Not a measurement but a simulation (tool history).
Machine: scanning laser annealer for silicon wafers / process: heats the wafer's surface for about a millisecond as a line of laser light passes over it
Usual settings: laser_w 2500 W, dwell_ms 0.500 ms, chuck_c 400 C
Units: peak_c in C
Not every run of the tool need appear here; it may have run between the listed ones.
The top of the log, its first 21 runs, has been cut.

run   hour  laser_w  dwell_ms  chuck_c  hours of work since the window was cleaned  hours of work since the power meter was calibrated  hours of work since the optics were aligned  peak_c
 22  288.2     2500     0.479      420                                          66                                                 188                                          230    1111
 23  305.9     2469     0.562      365                                          75                                                 198                                          239    1110
 24  315.8     2469     0.562      365                                          81                                                 203                                          244    1112
 25  332.5     2630     0.367      425                                          89                                                 212                                          253    1058
 26  351.1     2190     0.436      425                                          99                                                 222                                          263     972
 27  366.6     2314     0.361      400                                         108                                                 230                                          272     926
 28  380.9     2397     0.533      400                                         115                                                 238                                          279    1093
 29  389.9     2675     0.527      413                                         120                                                 243                                          284    1211
 30  403.0     2675     0.527      413                                         127                                                 250                                          291    1212
 31  421.4     2500     0.422      390                                         137                                                 259                                          301    1030
 32  437.0     2428     0.485      390                                         145                                                 268                                          309    1059
 33  453.7     2428     0.485      390                                         154                                                 277                                          318    1058
 34  470.8     2381     0.536      400                                         163                                                 286                                          327    1089
 35  482.2     2500     0.500      388                                         169                                                 292                                          333    1097
 36  496.2     2500     0.410      405                                         177                                                 299                                          341    1034
 37  513.2     2500     0.455      400                                         186                                                 308                                          350    1072
 38  521.3     2500     0.454      400                                         190                                                 313                                          354    1066
 39  532.5     2500     0.454      400                                         196                                                 319                                          360    1070
 40  547.8     2500     0.454      400                                         204                                                 327                                          368    1067

Each row is a separate what-if for the run after 40, all from the same tool condition, not one after another. Results?
  A  563.3     2174     0.500      400                                         213                                                 335                                          376       ?
  B  563.3     2399     0.415      361                                         213                                                 335                                          376       ?
  C  563.3     2430     0.413      400                                         213                                                 335                                          376       ?
  D  563.3     2586     0.500      400                                         213                                                 335                                          376       ?
  E  563.3     2221     0.523      377                                         213                                                 335                                          376       ?

run  peak_c
  A     986
  B     962
  C    1008
  D    1143
  E     999
The same runs, with their run-to-run variation unchanged, on a tool lacking any hidden condition would have given:
run  peak_c
  A     986
  B     962
  C    1008
  D    1143
  E     999
